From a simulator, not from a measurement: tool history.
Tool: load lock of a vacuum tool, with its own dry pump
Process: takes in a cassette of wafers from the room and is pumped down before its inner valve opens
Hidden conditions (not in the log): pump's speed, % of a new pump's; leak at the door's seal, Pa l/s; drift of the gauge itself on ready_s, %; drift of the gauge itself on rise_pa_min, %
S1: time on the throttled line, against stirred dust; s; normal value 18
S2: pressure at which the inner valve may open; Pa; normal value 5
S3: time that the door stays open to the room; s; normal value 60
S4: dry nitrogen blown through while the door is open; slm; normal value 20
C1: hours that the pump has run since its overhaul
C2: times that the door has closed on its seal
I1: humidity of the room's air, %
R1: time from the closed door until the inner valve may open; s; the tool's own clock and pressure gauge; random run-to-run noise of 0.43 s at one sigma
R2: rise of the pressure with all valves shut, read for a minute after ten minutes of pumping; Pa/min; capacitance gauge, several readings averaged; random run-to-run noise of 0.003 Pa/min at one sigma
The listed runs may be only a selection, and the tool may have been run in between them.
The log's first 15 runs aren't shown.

run,hour,S1,S2,S3,S4,C1,C2,I1,R1,R2
16,942.1,18,5,60,20,122,7445,44,50.6,0.05
17,1022.2,11,5,60,20,202,7609,42.9,45.1,0.049
18,1078.4,11,5,60,20,258,7724,44.7,45.7,0.056
19,1151.1,11,5,60,20,331,7874,43.2,45.3,0.043
20,1222.8,12,5,237,20,402,8020,44,46.3,0.095
21,1310.2,27,9,237,14,490,8199,49,55.1,0.112
22,1382.6,27,9,237,18,562,8348,44.2,55.9,0.098
23,1459.5,23,5,56,34,639,8506,42.2,54.6,0.045
24,1518.1,23,6,90,42,698,8626,48,54,0.054
25,1577.5,18,5,60,17,757,8747,45.2,50.1,0.053
26,1658,18,5,60,17,837,8912,44.7,51.5,0.06
27,1745.9,18,5,60,20,925,9092,44.7,51,0.058
28,1799.1,18,5,60,20,979,9201,47.5,51.4,0.053
29,1875.2,13,5,173,26,1055,9357,42.5,48.8,0.076
30,1967.7,13,5,173,26,1147,9547,45.2,47.8,0.081
31,2035.3,18,6,60,20,1215,9685,45.4,51.2,0.053
32,2105.2,18,9,60,20,1285,9829,47.7,48.2,0.057
33,2195.5,27,5,60,20,1375,10014,45.6,58.5,0.056
34,2253.1,27,5,60,20,1433,10132,43.7,58,0.059
35,2305.2,20,7,152,20,1485,10239,45.9,51.9,0.084
36,2392.4,24,9,152,20,1572,10417,41.7,53.6,0.075
37,2467.1,18,5,192,20,1647,10570,44.3,51.9,0.092

Branching from run 37: 4 alternative next runs. What would each branch give?
A,2534.5,18,5,60,20,1714,10708,45.6,?,?
B,2534.5,16,5,95,8,1714,10708,43.7,?,?
C,2534.5,18,6,192,20,1714,10708,45.7,?,?
D,2534.5,15,6,60,20,1714,10708,47,?,?

run,R1,R2
A,52.3,0.056
B,50.1,0.073
C,51.3,0.09
D,49.5,0.058
Stripped of hidden state, with their random variation kept, the same runs would have yielded:
run,R1,R2
A,51,0.028
B,48.7,0.045
C,50,0.062
D,48.2,0.03

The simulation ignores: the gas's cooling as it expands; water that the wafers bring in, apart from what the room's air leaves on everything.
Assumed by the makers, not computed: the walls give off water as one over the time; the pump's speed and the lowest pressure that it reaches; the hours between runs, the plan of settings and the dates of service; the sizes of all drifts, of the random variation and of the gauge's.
